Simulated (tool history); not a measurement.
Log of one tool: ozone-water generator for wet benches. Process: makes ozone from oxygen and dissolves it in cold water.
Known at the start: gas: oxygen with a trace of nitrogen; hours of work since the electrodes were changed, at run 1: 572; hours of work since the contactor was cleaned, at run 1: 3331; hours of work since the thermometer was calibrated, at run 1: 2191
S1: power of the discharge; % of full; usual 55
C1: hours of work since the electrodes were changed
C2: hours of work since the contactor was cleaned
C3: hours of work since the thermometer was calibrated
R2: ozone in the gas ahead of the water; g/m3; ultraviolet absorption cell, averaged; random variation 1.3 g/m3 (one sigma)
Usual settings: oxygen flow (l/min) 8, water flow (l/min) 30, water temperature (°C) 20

Run 1, hour 0: usual settings; C1 572; C2 3331; C3 2191. Result: dissolved ozone (ppm) 25.6, R2 228 g/m3.
Run 2, hour 21.6: usual settings; C1 591; C2 3350; C3 2209. Result: dissolved ozone (ppm) 25.4, R2 226.8 g/m3.
Run 3, hour 48.5: usual settings but S1 46 % of full; C1 614; C2 3373; C3 2233. Result: dissolved ozone (ppm) 22.3, R2 198.6 g/m3.
Run 4, hour 72.2: usual settings but S1 46 % of full; C1 635; C2 3393; C3 2253. Result: dissolved ozone (ppm) 22.2, R2 197.5 g/m3.
Run 5, hour 100: usual settings but S1 46 % of full; C1 658; C2 3417; C3 2277. Result: dissolved ozone (ppm) 22.1, R2 199.5 g/m3.
Run 6, hour 125.3: usual settings but S1 46 % of full; C1 680; C2 3439; C3 2299. Result: dissolved ozone (ppm) 22.3, R2 198.2 g/m3.
Run 7, hour 143.8: usual settings but S1 100 % of full, oxygen flow (l/min) 11.95, water flow (l/min) 25, water temperature (°C) 15; C1 696; C2 3455; C3 2315. Result: dissolved ozone (ppm) 48.7, R2 292.8 g/m3.
Run 8, hour 157.6: usual settings but S1 63 % of full, oxygen flow (l/min) 11.95, water flow (l/min) 25, water temperature (°C) 15; C1 708; C2 3467; C3 2327. Result: dissolved ozone (ppm) 34.4, R2 204.7 g/m3.
Run 9, hour 179.2: usual settings but S1 48 % of full, oxygen flow (l/min) 10.08; C1 727; C2 3486; C3 2345. Result: dissolved ozone (ppm) 22.7, R2 182.7 g/m3.
Run 10, hour 199.9: usual settings but S1 69 % of full, oxygen flow (l/min) 4.94; C1 745; C2 3503; C3 2363. Result: dissolved ozone (ppm) 28.9, R2 341.9 g/m3.
Run 11, hour 217.5: usual settings but oxygen flow (l/min) 6.12, water flow (l/min) 28, water temperature (°C) 27; C1 760; C2 3519; C3 2378. Result: dissolved ozone (ppm) 24, R2 259.4 g/m3.
Run 12, hour 241.1: usual settings but oxygen flow (l/min) 6.12, water flow (l/min) 28, water temperature (°C) 27; C1 780; C2 3539; C3 2399. Result: dissolved ozone (ppm) 24, R2 259.2 g/m3.

5 ways to go on from here, each from the tool as it stands after run 12. What would each give?
Run A, hour 267.7: usual settings but S1 86 % of full, oxygen flow (l/min) 6.12, water flow (l/min) 28, water temperature (°C) 27; C1 803; C2 3562; C3 2422. Result: dissolved ozone (ppm) ?, R2 ?.
Run B, hour 267.7: usual settings but S1 43 % of full, oxygen flow (l/min) 5.86, water flow (l/min) 28, water temperature (°C) 19; C1 803; C2 3562; C3 2422. Result: dissolved ozone (ppm) ?, R2 ?.
Run C, hour 267.7: usual settings but oxygen flow (l/min) 12.77, water flow (l/min) 28, water temperature (°C) 28; C1 803; C2 3562; C3 2422. Result: dissolved ozone (ppm) ?, R2 ?.
Run D, hour 267.7: usual settings but S1 65 % of full, oxygen flow (l/min) 5.32, water flow (l/min) 26; C1 803; C2 3562; C3 2422. Result: dissolved ozone (ppm) ?, R2 ?.
Run E, hour 267.7: usual settings but oxygen flow (l/min) 8.89; C1 803; C2 3562; C3 2422. Result: dissolved ozone (ppm) ?, R2 ?.

run  dissolved ozone (ppm)     R2
  A                   33.1  362.7
  B                     22  219.9
  C                   21.8  177.5
  D                   31.4  314.9
  E                   25.3  213.7
Without the tool's hidden state the same runs would have given:
run  dissolved ozone (ppm)     R2
  A                   35.9  372.7
  B                   23.6  223.1
  C                   23.5  180.9
  D                   33.8    322
  E                   27.3  217.8

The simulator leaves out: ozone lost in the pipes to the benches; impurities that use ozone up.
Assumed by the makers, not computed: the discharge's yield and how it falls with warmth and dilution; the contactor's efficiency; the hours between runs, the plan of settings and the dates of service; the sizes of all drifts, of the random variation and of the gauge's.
